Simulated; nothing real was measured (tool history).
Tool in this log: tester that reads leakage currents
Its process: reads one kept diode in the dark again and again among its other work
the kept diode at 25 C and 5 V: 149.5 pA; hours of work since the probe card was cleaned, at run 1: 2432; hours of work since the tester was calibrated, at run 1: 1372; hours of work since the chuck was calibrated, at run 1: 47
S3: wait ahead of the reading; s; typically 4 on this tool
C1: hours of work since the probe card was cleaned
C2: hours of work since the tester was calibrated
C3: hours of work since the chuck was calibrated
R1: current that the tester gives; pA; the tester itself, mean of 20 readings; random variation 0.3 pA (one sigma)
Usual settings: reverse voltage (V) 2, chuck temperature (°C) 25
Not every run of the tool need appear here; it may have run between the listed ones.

Run 1, hour 0: usual settings; C1 2432; C2 1372; C3 47. Result: R1 105.86 pA.
Run 2, hour 196.9: usual settings but S3 1 s; C1 2511; C2 1452; C3 126. Result: R1 107.63 pA.
At hour 246.7: probe card cleaned and baked.
Run 3, hour 463.6: usual settings but S3 2.32 s; C1 88; C2 1558; C3 233. Result: R1 102.29 pA.
Run 4, hour 640.2: usual settings but S3 2.32 s; C1 159; C2 1630; C3 304. Result: R1 103.91 pA.
Run 5, hour 794.1: usual settings but S3 0.32 s; C1 221; C2 1692; C3 367. Result: R1 106.4 pA.
Run 6, hour 942.8: usual settings but S3 1.27 s; C1 281; C2 1752; C3 427. Result: R1 106.28 pA.
Run 7, hour 1142.5: usual settings but reverse voltage (V) 2.55, S3 5.48 s; C1 362; C2 1833; C3 507. Result: R1 120.09 pA.
At hour 1210.8: chuck's temperature calibrated.
Run 8, hour 1374.8: usual settings but reverse voltage (V) 1.44, S3 5.48 s; C1 455; C2 1926; C3 66. Result: R1 87.94 pA.
Run 9, hour 1624.6: usual settings but reverse voltage (V) 1.44, S3 5.48 s; C1 556; C2 2027; C3 167. Result: R1 89.52 pA.
Run 10, hour 1838.9: usual settings but chuck temperature (°C) 32; C1 643; C2 2113; C3 254. Result: R1 172.58 pA.

Each row is a separate what-if for the run after 10, all from the same tool condition, not one after another. Results?
Run A, hour 1983.4: usual settings but reverse voltage (V) 6.64, S3 0.72 s; C1 701; C2 2172; C3 312. Result: R1 ?.
Run B, hour 1983.4: usual settings but reverse voltage (V) 1.79, chuck temperature (°C) 28, S3 1.02 s; C1 701; C2 2172; C3 312. Result: R1 ?.
Run C, hour 1983.4: usual settings but chuck temperature (°C) 23; C1 701; C2 2172; C3 312. Result: R1 ?.

run      R1
  A  187.57
  B  125.53
  C   91.84
With the hidden condition removed and each run's random variation left untouched, the same runs would have given:
run      R1
  A  172.66
  B  117.68
  C   85.42
